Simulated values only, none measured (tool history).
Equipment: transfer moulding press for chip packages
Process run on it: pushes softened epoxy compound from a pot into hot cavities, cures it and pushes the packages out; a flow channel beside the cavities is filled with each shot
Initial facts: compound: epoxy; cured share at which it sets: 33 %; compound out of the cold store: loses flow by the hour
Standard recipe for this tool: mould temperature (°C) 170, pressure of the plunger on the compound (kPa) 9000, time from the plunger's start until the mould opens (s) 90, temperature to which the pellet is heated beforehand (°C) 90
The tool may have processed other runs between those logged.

run   hour  mould temperature (°C)  pressure of the plunger on the compound (kPa)  time from the plunger's start until the mould opens (s)  temperature to which the pellet is heated beforehand (°C)  incoming compound's hours out of the cold store  length that the compound runs in the flow channel (mm)  greatest force on the pins that push the packages out (N)
  1      0                     170                                           9000                                                       90                                                         90                                             27.1                                                     769                                                       1028
       9.6  -- cavities cleaned with cleaning compound and waxed
  2   11.8                     170                                           9000                                                       90                                                         87                                             25.2                                                     771                                                        653
  3   22.6                     167                                           9000                                                       90                                                         87                                             20.5                                                     798                                                       1020
  4   30.5                     170                                           9000                                                      127                                                         90                                             37.2                                                     726                                                        730
  5   35.1                     169                                           9000                                                      127                                                         90                                             16.4                                                     810                                                        786
  6   44.4                     169                                           9000                                                      127                                                         90                                             21.8                                                     788                                                        833
      49.1  -- cavities cleaned with cleaning compound and waxed
  7   51.4                     169                                           9000                                                      127                                                         90                                             32.9                                                     746                                                        534
  8   57.4                     169                                           9000                                                      127                                                         90                                             31.6                                                     736                                                        625
  9   63.5                     170                                           9000                                                       90                                                         90                                             12.3                                                     822                                                        908
 10   69.9                     170                                           9000                                                       90                                                         90                                             15.7                                                     800                                                       1005
 11   78.4                     170                                           9000                                                       90                                                         90                                             21.6                                                     764                                                       1041
        89  -- cavities cleaned with cleaning compound and waxed
 12     89                     173                                           9000                                                       90                                                         90                                             44.7                                                     693                                                        525
 13     96                     172                                           9000                                                       90                                                         90                                             36.3                                                     711                                                        701
 14  101.2                     170                                           9000                                                       90                                                         90                                             44.2                                                     696                                                        841
 15  109.7                     170                                           9000                                                       90                                                         90                                             12.5                                                     810                                                       1005
 16  115.1                     170                                           9240                                                       74                                                         83                                               10                                                     821                                                       1702
     118.7  -- plunger's sealing rings changed
 17  124.5                     170                                           9180                                                       90                                                         88                                             42.6                                                     734                                                       1006
     131.3  -- cavities cleaned with cleaning compound and waxed
 18  131.4                     172                                           9670                                                       75                                                         90                                             45.3                                                     740                                                        688

The next listed run, before its measurement:
 19  140.3                     172                                           9670                                                       75                                                         90                                              8.8                                                       ?                                                          ?

{"run 19": {"length that the compound runs in the flow channel (mm)": 891, "greatest force on the pins that push the packages out (N)": 1096}}
Had the tool carried no hidden state, the very same run would have given length that the compound runs in the flow channel (mm) 896, greatest force on the pins that push the packages out (N) 804.
